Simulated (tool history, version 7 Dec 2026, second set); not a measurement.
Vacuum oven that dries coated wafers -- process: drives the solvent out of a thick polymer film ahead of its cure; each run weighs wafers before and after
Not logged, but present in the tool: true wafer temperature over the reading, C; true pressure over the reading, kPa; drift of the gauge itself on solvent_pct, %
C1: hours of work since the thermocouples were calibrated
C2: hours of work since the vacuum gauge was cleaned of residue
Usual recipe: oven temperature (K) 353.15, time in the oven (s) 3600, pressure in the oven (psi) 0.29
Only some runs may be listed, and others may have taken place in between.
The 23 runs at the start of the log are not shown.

{"run": 24, "hour": 570.2, "oven temperature (K)": 341.15, "time in the oven (s)": 3240, "pressure in the oven (psi)": 0.598, "C1": 698, "C2": 861, "solvent left in the film (%)": 7.79}
{"run": 25, "hour": 597.1, "oven temperature (K)": 341.15, "time in the oven (s)": 3240, "pressure in the oven (psi)": 0.598, "C1": 714, "C2": 877, "solvent left in the film (%)": 7.75}
{"run": 26, "hour": 622.8, "oven temperature (K)": 341.15, "time in the oven (s)": 3240, "pressure in the oven (psi)": 0.598, "C1": 730, "C2": 893, "solvent left in the film (%)": 7.66}
{"run": 27, "hour": 654.5, "oven temperature (K)": 366.15, "time in the oven (s)": 3900, "pressure in the oven (psi)": 0.598, "C1": 750, "C2": 913, "solvent left in the film (%)": 0.8}
{"run": 28, "hour": 676.2, "oven temperature (K)": 356.15, "time in the oven (s)": 3900, "pressure in the oven (psi)": 0.598, "C1": 763, "C2": 926, "solvent left in the film (%)": 1.5}
{"run": 29, "hour": 710.3, "oven temperature (K)": 357.15, "time in the oven (s)": 3600, "pressure in the oven (psi)": 1.089, "C1": 784, "C2": 947, "solvent left in the film (%)": 2.42}
{"run": 30, "hour": 732.6, "oven temperature (K)": 358.15, "time in the oven (s)": 3600, "pressure in the oven (psi)": 0.73, "C1": 798, "C2": 961, "solvent left in the film (%)": 1.61}
{"run": 31, "hour": 759.2, "oven temperature (K)": 365.15, "time in the oven (s)": 3300, "pressure in the oven (psi)": 0.73, "C1": 815, "C2": 977, "solvent left in the film (%)": 1.17}
{"run": 32, "hour": 774.8, "oven temperature (K)": 343.15, "time in the oven (s)": 4140, "pressure in the oven (psi)": 0.672, "C1": 824, "C2": 987, "solvent left in the film (%)": 5.32}
{"run": 33, "hour": 795.9, "oven temperature (K)": 350.15, "time in the oven (s)": 4260, "pressure in the oven (psi)": 0.502, "C1": 837, "C2": 1000, "solvent left in the film (%)": 2.19}
{"run": 34, "hour": 824.2, "oven temperature (K)": 351.15, "time in the oven (s)": 3060, "pressure in the oven (psi)": 0.709, "C1": 855, "C2": 1018, "solvent left in the film (%)": 3.4}
{"run": 35, "hour": 852.5, "oven temperature (K)": 351.15, "time in the oven (s)": 3060, "pressure in the oven (psi)": 0.709, "C1": 872, "C2": 1035, "solvent left in the film (%)": 3.42}

The next listed run, before its measurement:
{"run": 36, "hour": 887.3, "oven temperature (K)": 351.15, "time in the oven (s)": 3060, "pressure in the oven (psi)": 0.709, "C1": 894, "C2": 1057, "solvent left in the film (%)": "?"}

{"run 36": {"solvent left in the film (%)": 3.48}}
Take away the tool's hidden state, keep the run-to-run variation as it was, and the same run would have given solvent left in the film (%) 3.45.

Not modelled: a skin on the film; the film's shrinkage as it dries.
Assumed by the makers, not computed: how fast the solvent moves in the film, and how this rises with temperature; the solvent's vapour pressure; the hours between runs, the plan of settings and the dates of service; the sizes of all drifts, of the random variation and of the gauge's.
